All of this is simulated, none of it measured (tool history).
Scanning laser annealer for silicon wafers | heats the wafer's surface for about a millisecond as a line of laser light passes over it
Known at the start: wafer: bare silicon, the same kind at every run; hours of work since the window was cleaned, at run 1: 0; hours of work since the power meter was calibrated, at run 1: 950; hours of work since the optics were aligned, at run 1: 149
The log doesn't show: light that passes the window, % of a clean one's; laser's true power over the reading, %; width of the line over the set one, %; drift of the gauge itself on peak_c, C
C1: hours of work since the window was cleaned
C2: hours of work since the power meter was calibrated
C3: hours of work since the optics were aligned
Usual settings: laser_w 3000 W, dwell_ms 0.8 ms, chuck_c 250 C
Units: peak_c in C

Run 1, hour 0: usual settings; C1 0; C2 950; C3 149. Result: peak_c 955 C.
Run 2, hour 36.4: usual settings; C1 23; C2 972; C3 172. Result: peak_c 954 C.
Run 3, hour 106.7: usual settings; C1 66; C2 1016; C3 215. Result: peak_c 950 C.
Run 4, hour 172.3: usual settings but laser_w 3003 W; C1 107; C2 1057; C3 256. Result: peak_c 949 C.
Run 5, hour 241.2: usual settings but laser_w 3003 W, dwell_ms 0.646 ms; C1 150; C2 1100; C3 299. Result: peak_c 873 C.
Run 6, hour 280.5: usual settings but laser_w 3003 W, dwell_ms 0.646 ms; C1 174; C2 1124; C3 323. Result: peak_c 869 C.
Run 7, hour 330: usual settings but laser_w 3003 W, dwell_ms 0.646 ms; C1 205; C2 1155; C3 354. Result: peak_c 870 C.
Run 8, hour 387.2: usual settings but laser_w 2868 W; C1 241; C2 1191; C3 390. Result: peak_c 918 C.
Run 9, hour 460.6: usual settings but dwell_ms 0.655 ms; C1 286; C2 1236; C3 435. Result: peak_c 871 C.
Run 10, hour 527.6: usual settings but dwell_ms 0.655 ms; C1 328; C2 1278; C3 477. Result: peak_c 872 C.
Run 11, hour 558.8: usual settings but dwell_ms 0.655 ms; C1 347; C2 1297; C3 497. Result: peak_c 870 C.
Run 12, hour 599.5: usual settings but dwell_ms 0.655 ms; C1 373; C2 1323; C3 522. Result: peak_c 873 C.
Run 13, hour 673: usual settings but dwell_ms 0.655 ms; C1 419; C2 1368; C3 568. Result: peak_c 869 C.
Run 14, hour 724.7: usual settings but dwell_ms 0.655 ms; C1 451; C2 1400; C3 600. Result: peak_c 866 C.
At hour 755.4: window over the wafer cleaned.
Run 15, hour 768: usual settings; C1 8; C2 1426; C3 625. Result: peak_c 949 C.
Run 16, hour 833.8: usual settings; C1 49; C2 1467; C3 666. Result: peak_c 948 C.
Run 17, hour 899.9: usual settings; C1 90; C2 1508; C3 707. Result: peak_c 944 C.
Run 18, hour 970.4: usual settings but laser_w 2652 W; C1 134; C2 1552; C3 751. Result: peak_c 871 C.
Run 19, hour 1024.3: usual settings but laser_w 2652 W; C1 167; C2 1586; C3 785. Result: peak_c 871 C.
Run 20, hour 1081.5: usual settings but dwell_ms 0.604 ms; C1 203; C2 1621; C3 820. Result: peak_c 843 C.
Run 21, hour 1153.8: usual settings but chuck_c 211 C; C1 248; C2 1666; C3 865. Result: peak_c 904 C.
Run 22, hour 1183.8: usual settings but dwell_ms 0.565 ms, chuck_c 211 C; C1 266; C2 1685; C3 884. Result: peak_c 780 C.
Run 23, hour 1238.5: usual settings but dwell_ms 0.565 ms, chuck_c 211 C; C1 300; C2 1719; C3 918. Result: peak_c 781 C.
Run 24, hour 1295: usual settings but laser_w 2762 W, chuck_c 233 C; C1 336; C2 1754; C3 953. Result: peak_c 874 C.
Run 25, hour 1357: usual settings but dwell_ms 0.699 ms; C1 374; C2 1792; C3 992. Result: peak_c 890 C.
Run 26, hour 1397.3: usual settings but dwell_ms 0.686 ms; C1 399; C2 1818; C3 1017. Result: peak_c 882 C.
At hour 1406.2: laser's power meter calibrated.
Run 27, hour 1454.6: usual settings but dwell_ms 0.686 ms; C1 433; C2 30; C3 1050. Result: peak_c 883 C.
Run 28, hour 1494.9: usual settings but dwell_ms 0.611 ms; C1 458; C2 55; C3 1076. Result: peak_c 844 C.
At hour 1512.8: window over the wafer cleaned.
Run 29, hour 1561.2: usual settings but dwell_ms 0.611 ms; C1 30; C2 95; C3 1116. Result: peak_c 850 C.
Run 30, hour 1614.3: usual settings but laser_w 3283 W, dwell_ms 0.86 ms; C1 63; C2 128; C3 1149. Result: peak_c 1030 C.
Run 31, hour 1682: usual settings but laser_w 2878 W, dwell_ms 0.809 ms, chuck_c 256 C; C1 105; C2 170; C3 1191. Result: peak_c 927 C.
Run 32, hour 1737.9: usual settings but laser_w 2878 W, dwell_ms 0.809 ms, chuck_c 256 C; C1 140; C2 205; C3 1225. Result: peak_c 925 C.
At hour 1768.1: laser's power meter calibrated, once more.
Run 33, hour 1811.4: usual settings but laser_w 2855 W, dwell_ms 0.983 ms, chuck_c 233 C; C1 184; C2 27; C3 1269. Result: peak_c 975 C.
Run 34, hour 1874.3: usual settings but laser_w 2754 W, chuck_c 265 C; C1 223; C2 66; C3 1308. Result: peak_c 910 C.
Run 35, hour 1934.9: usual settings but laser_w 2754 W, chuck_c 265 C; C1 261; C2 104; C3 1346. Result: peak_c 902 C.
Run 36, hour 1968.1: usual settings but laser_w 3260 W, chuck_c 268 C; C1 281; C2 124; C3 1367. Result: peak_c 1014 C.
Run 37, hour 2002.1: usual settings but laser_w 3120 W, dwell_ms 0.95 ms, chuck_c 268 C; C1 302; C2 146; C3 1388. Result: peak_c 1057 C.
Run 38, hour 2033.3: usual settings but laser_w 2772 W, dwell_ms 0.935 ms; C1 322; C2 165; C3 1407. Result: peak_c 950 C.
Run 39, hour 2086.8: usual settings but laser_w 2772 W, dwell_ms 0.935 ms; C1 355; C2 198; C3 1441. Result: peak_c 950 C.
Run 40, hour 2121.2: usual settings but laser_w 2705 W, dwell_ms 0.935 ms, chuck_c 267 C; C1 376; C2 220; C3 1462. Result: peak_c 949 C.

Some steps in peak_c between neighbouring runs. How much of each would the tool show without its hidden state too (settings, what came in, random variation), and how much is left for the hidden state, with any gauge scatter that isn't in both results?
Run 14 -> 15: dwell_ms 0.655 -> 0.8, window over the wafer cleaned. peak_c +83 C: hidden state +7, all else +76.
Run 21 -> 22: dwell_ms 0.8 -> 0.565. peak_c -124 C: hidden state +2, all else -126.
Run 28 -> 29: window over the wafer cleaned. peak_c +6 C: hidden state +5, all else +1.
Run 29 -> 30: laser_w 3000 -> 3283, dwell_ms 0.611 -> 0.86. peak_c +180 C: hidden state -5, all else +185.
Run 35 -> 36: laser_w 2754 -> 3260, chuck_c 265 -> 268. peak_c +112 C: hidden state -4, all else +116.
